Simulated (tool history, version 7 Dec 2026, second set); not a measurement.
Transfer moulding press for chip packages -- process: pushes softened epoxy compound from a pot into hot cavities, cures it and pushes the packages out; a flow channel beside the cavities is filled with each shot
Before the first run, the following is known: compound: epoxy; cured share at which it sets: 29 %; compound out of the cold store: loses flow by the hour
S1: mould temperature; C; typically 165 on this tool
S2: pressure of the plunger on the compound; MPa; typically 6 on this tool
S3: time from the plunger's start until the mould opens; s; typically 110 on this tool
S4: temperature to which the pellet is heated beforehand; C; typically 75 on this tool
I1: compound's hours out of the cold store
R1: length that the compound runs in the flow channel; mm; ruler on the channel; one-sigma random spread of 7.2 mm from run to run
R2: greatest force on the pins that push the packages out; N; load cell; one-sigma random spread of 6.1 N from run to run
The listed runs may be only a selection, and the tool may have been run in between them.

run	day	S1	S2	S3	S4	I1	R1	R2
1	0	165	6	110	75	39.3	741	238
2	1.179	165	6	110	75	27.9	807	361
# day 1.904: cavities cleaned with cleaning compound and waxed
3	2.242	165	6	110	75	28.3	785	463
4	3.367	165	6	99	75	8.3	900	583
# day 3.742: plunger's sealing rings changed
# day 3.892: cavities cleaned with cleaning compound and waxed
5	4.138	165	6	99	75	41.2	766	298
6	4.892	165	6	99	75	12.5	933	410
7	5.525	165	6	99	75	13.6	931	473
# day 5.796: cavities cleaned with cleaning compound and waxed
8	6.733	165	6	99	75	15.7	901	392
# day 7.254: cavities cleaned with cleaning compound and waxed, once more
9	7.792	165	6	99	75	23.5	871	350
10	8.471	165	6	121	75	39.2	769	357
# day 9.125: cavities cleaned with cleaning compound and waxed
11	9.496	165	6	121	75	31.6	800	268
12	10.579	165	6	110	71	22	861	385
# day 11.054: cavities cleaned with cleaning compound and waxed
13	11.458	165	6	110	78	47.3	728	304
14	12.592	165	5.93	110	75	47.8	723	398
# day 12.921: cavities cleaned with cleaning compound and waxed
15	13.908	165	5.97	133	67	19.8	852	328
# day 14.804: cavities cleaned with cleaning compound and waxed
16	14.825	158	4.54	110	71	20.2	772	373
17	16.1	158	4.54	110	71	23.3	767	543
# day 16.679: cavities cleaned with cleaning compound and waxed
18	17.55	167	6.01	145	75	26.7	819	317
# day 18.633: cavities cleaned with cleaning compound and waxed
19	18.796	167	6.01	145	75	37.2	757	238
20	19.462	161	7.37	145	67	18.9	970	313
# day 20.542: cavities cleaned with cleaning compound and waxed
21	20.75	164	6	129	68	43.3	735	244
22	22.075	165	6	110	75	24.5	815	397
# day 22.442: cavities cleaned with cleaning compound and waxed
23	22.779	165	6	110	75	19.4	840	280
# day 24.067: plunger's sealing rings changed
24	24.108	165	6	110	75	9.6	947	400
# day 24.475: cavities cleaned with cleaning compound and waxed
25	25.046	165	5.67	91	75	43.9	744	363
26	25.788	165	5.67	91	75	17.8	873	485
# day 26.412: cavities cleaned with cleaning compound and waxed
27	27.267	165	5.67	91	75	8.7	910	445

Branching from run 27: 4 alternative next runs. What would each branch give?
A	27.917	165	6.63	91	78	40.4	?	?
B	27.917	165	5.05	126	73	34.9	?	?
C	27.917	167	5.67	91	75	11.5	?	?
D	27.917	165	5.67	91	77	30.5	?	?

run	R1	R2
A	805	450
B	726	368
C	894	439
D	800	498
Stripped of hidden state, with their random variation kept, the same runs would have yielded:
run	R1	R2
A	816	268
B	737	220
C	907	264
D	812	299

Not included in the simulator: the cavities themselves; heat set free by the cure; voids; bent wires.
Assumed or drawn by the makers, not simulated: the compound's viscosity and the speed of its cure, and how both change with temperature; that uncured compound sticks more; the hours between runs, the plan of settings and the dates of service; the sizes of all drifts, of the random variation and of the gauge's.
